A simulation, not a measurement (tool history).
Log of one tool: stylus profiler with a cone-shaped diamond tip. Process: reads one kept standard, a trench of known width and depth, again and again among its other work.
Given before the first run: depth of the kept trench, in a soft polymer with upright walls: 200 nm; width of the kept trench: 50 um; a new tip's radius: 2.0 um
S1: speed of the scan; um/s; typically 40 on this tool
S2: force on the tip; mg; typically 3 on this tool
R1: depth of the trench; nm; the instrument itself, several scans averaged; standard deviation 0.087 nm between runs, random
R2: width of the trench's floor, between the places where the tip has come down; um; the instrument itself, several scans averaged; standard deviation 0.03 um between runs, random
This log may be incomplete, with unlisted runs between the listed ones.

run     day   S1    S2      R1     R2
  1       0   40     3  201.62  47.95
  2   1.183   40     3  201.73  47.94
  3   3.029   40  1.55  201.15  47.93
  4   4.933   40  1.55  201.21  47.92
  5   6.396   40  1.55  201.21  47.88
  6   8.079   40  1.55  201.19  47.86
  7   9.254   40     3  201.74  47.88
  8  10.642   40     3   201.8   47.9
  9  12.033   40   7.9  203.12  47.87
 10  13.742   40   7.9  203.26  47.89
 11  15.471   73     3  201.64  47.74
 12  17.142   40     3  201.78  47.79
 13  18.346   40  4.01  202.25  47.82
 14  19.279   40  4.01  202.19  47.78
 15  20.971   40  4.01  202.13  47.76
 16  22.254   40  4.01  202.03  47.79
 17  24.296   40  4.01   202.3  47.79
 18  25.988   40     3  201.74  47.78
 19    27.5   40     3  201.84  47.65
 20  28.633   40     3  201.83  47.75
 21  29.571   40     3     202  47.67
 22   30.45   40     3     202  47.72
 23    31.5   40     3  201.97  47.68
 24  33.358   40     3  201.96  47.71
 25  34.779   54  6.72   202.9  47.74
 26  36.325   14  1.46  201.26  47.71
     36.467  -- height scale calibrated on a step standard
 27  37.871   44  1.87   201.7  47.65
 28  39.779   69  1.06  201.32  47.44
     40.446  -- height scale calibrated on a step standard, once more
 29  41.667   23   8.2  203.06  47.63
 30  42.671   21  5.64  202.28  47.73
 31  44.208   33  1.78   201.1  47.56
 32  45.796   21  1.03  200.69  47.58
 33  47.588   10  6.94  202.77   47.6
 34  48.433   10  6.94  202.68  47.63
 35  49.554   10  6.94  202.64  47.66
 36  50.521   65  1.33  200.89  47.46
 37  52.192   46  4.33  201.95  47.58
 38  53.475   35  1.15  200.93  47.47
 39  55.067   48  1.15  201.04  47.48
 40   56.55   32  1.01  200.98  47.46
 41  58.042   32  1.01  200.95  47.45
 42   59.45   32  2.25  201.31   47.5
 43  61.104  110  2.14  201.29  47.32
 44  62.517   10  4.62   202.2  47.53
 45  63.492   16  3.65  201.85  47.51
 46  65.292   78     3  201.64  47.36

Each row is a separate what-if for the run after 46, all from the same tool condition, not one after another. Results?
  A  66.95  56  1.78   ?   ?
  B  66.95  99  5.14   ?   ?
  C  66.95  40   3.4   ?   ?

run      R1     R2
  A  201.29  47.38
  B  202.47  47.35
  C  201.88  47.45
Had the tool no hidden state, the same runs would have come out as:
run      R1     R2
  A  201.11   48.1
  B   202.3  48.06
  C   201.7  48.17
